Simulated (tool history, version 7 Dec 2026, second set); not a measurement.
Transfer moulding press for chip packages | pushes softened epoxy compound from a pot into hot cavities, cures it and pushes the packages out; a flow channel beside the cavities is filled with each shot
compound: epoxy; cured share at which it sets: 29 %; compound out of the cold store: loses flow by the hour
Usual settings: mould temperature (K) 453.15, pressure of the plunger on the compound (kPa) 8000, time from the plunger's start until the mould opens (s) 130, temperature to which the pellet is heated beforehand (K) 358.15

| run | hour | mould temperature (K) | pressure of the plunger on the compound (kPa) | time from the plunger's start until the mould opens (s) | temperature to which the pellet is heated beforehand (K) | incoming compound's hours out of the cold store | length that the compound runs in the flow channel (mm) | greatest force on the pins that push the packages out (N) |
|---|---|---|---|---|---|---|---|---|
| 1 | 0.0 | 453.15 | 8000 | 130 | 358.15 | 10.2 | 957 | 701 |
| 2 | 12.4 | 453.15 | 8000 | 130 | 357.15 | 8.2 | 978 | 753 |
|  | 15.3 | cavities cleaned with cleaning compound and waxed |
| 3 | 24.2 | 453.15 | 8000 | 130 | 357.15 | 22.0 | 923 | 820 |
| 4 | 31.0 | 453.15 | 8780 | 130 | 358.15 | 10.9 | 997 | 867 |
| 5 | 38.4 | 453.15 | 8780 | 130 | 358.15 | 35.8 | 913 | 821 |
| 6 | 47.4 | 453.15 | 8780 | 130 | 358.15 | 24.0 | 961 | 825 |
|  | 56.2 | cavities cleaned with cleaning compound and waxed, once more |
| 7 | 57.7 | 452.15 | 8780 | 130 | 358.15 | 37.8 | 908 | 512 |
| 8 | 64.5 | 451.15 | 8000 | 130 | 358.15 | 21.8 | 908 | 594 |
| 9 | 76.7 | 451.15 | 8000 | 124 | 358.15 | 35.5 | 883 | 674 |
| 10 | 87.0 | 449.15 | 7300 | 169 | 367.15 | 10.7 | 891 | 510 |
| 11 | 101.2 | 453.15 | 7540 | 169 | 367.15 | 14.6 | 880 | 474 |

Forecast each of these 4 alternatives for the next run:
| A | 112.4 | 455.15 | 6200 | 169 | 350.15 | 41.8 | ? | ? |
| B | 112.4 | 456.15 | 8000 | 130 | 350.15 | 47.7 | ? | ? |
| C | 112.4 | 459.15 | 7540 | 152 | 363.15 | 43.4 | ? | ? |
| D | 112.4 | 453.15 | 7540 | 137 | 365.15 | 21.5 | ? | ? |

| run | length that the compound runs in the flow channel (mm) | greatest force on the pins that push the packages out (N) |
|---|---|---|
| A | 764 | 520 |
| B | 827 | 567 |
| C | 817 | 497 |
| D | 891 | 582 |
Without the tool's hidden state the same runs would have given:
| run | length that the compound runs in the flow channel (mm) | greatest force on the pins that push the packages out (N) |
|---|---|---|
| A | 838 | 391 |
| B | 907 | 414 |
| C | 897 | 373 |
| D | 976 | 422 |
